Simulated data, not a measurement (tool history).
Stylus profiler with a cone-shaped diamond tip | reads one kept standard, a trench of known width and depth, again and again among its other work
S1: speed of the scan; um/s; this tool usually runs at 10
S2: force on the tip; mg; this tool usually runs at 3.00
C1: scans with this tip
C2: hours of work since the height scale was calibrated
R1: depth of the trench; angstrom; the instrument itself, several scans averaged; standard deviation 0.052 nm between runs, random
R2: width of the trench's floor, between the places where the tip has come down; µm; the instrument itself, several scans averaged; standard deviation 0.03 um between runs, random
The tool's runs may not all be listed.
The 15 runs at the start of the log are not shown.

Run 16, hour 400.2: usual settings but S1 2 um/s; C1 1331; C2 312. Result: R1 2022.7 angstrom, R2 27.09 µm.
Run 17, hour 429.4: usual settings but S1 23 um/s; C1 1417; C2 333. Result: R1 2023.9 angstrom, R2 27.03 µm.
Run 18, hour 458.2: usual settings but S1 23 um/s; C1 1502; C2 352. Result: R1 2023.4 angstrom, R2 27.03 µm.
Run 19, hour 485.8: usual settings but S1 23 um/s; C1 1583; C2 372. Result: R1 2022.0 angstrom, R2 26.95 µm.
Run 20, hour 512.9: usual settings but S1 23 um/s; C1 1663; C2 390. Result: R1 2022.0 angstrom, R2 27.00 µm.
Run 21, hour 546.8: usual settings but S1 23 um/s; C1 1763; C2 414. Result: R1 2022.3 angstrom, R2 26.96 µm.
Run 22, hour 571.1: usual settings but S1 23 um/s; C1 1835; C2 430. Result: R1 2022.5 angstrom, R2 27.04 µm.
Run 23, hour 605.9: usual settings but S2 2.95 mg; C1 1937; C2 454. Result: R1 2021.1 angstrom, R2 27.05 µm.
Run 24, hour 622.8: usual settings but S2 2.95 mg; C1 1987; C2 466. Result: R1 2020.8 angstrom, R2 27.07 µm.
Run 25, hour 652.4: usual settings but S2 2.95 mg; C1 2074; C2 487. Result: R1 2021.0 angstrom, R2 26.98 µm.
Run 26, hour 689.3: usual settings but S2 2.95 mg; C1 2183; C2 512. Result: R1 2020.9 angstrom, R2 27.02 µm.
Run 27, hour 705.1: usual settings but S1 3 um/s, S2 8.00 mg; C1 2229; C2 523. Result: R1 2046.3 angstrom, R2 27.02 µm.

What will run 28 give?
Run 28, hour 726.4: usual settings but S1 3 um/s, S2 8.00 mg; C1 2292; C2 538. Result: R1 ?, R2 ?.

R1: 2045.9 angstrom
R2: 27.03 µm
Were there no unlogged condition in the tool, this run, its random variation unchanged, would have produced R1 2051.2 angstrom, R2 27.18 µm.

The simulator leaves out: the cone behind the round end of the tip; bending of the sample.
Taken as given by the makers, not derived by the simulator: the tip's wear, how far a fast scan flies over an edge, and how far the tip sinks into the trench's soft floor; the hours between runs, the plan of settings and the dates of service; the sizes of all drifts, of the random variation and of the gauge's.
